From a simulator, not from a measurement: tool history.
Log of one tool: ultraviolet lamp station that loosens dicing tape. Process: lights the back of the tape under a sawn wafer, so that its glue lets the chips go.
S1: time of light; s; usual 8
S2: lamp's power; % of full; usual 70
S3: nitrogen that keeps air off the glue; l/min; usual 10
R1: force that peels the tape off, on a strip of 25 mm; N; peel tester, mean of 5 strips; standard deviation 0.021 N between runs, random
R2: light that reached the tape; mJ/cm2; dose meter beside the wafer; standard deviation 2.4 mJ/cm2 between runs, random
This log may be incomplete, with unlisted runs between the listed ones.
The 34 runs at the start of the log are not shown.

run     day  S1  S2  S3     R1   R2
 35  71.908   7  79   4  2.351  226
 36  74.050   7  79   4  2.425  221
 37  76.658   7  79   4  2.575  218
 38  79.221  14  88   5  0.432  466
 39  80.838   5  88   5  3.331  167
 40  82.171   5  88   5  3.366  166
 41  83.954   7  61  10  2.539  159
 42  86.783   4  61  10  4.756   88
 43  88.838   7  70  20  1.487  166

4 ways to go on from here, each from the tool as it stands after run 43. What would each give?
  A  91.100   8  60  16   ?   ?
  B  91.100   8  63  10   ?   ?
  C  91.100  10  70  10   ?   ?
  D  91.100   4  70   4   ?   ?

run     R1   R2
  A  1.800  157
  B  2.233  167
  C  1.189  236
  D  5.832   96
With the hidden condition removed and each run's random variation left untouched, the same runs would have given:
run     R1   R2
  A  1.022  210
  B  1.326  224
  C  0.617  314
  D  4.698  127
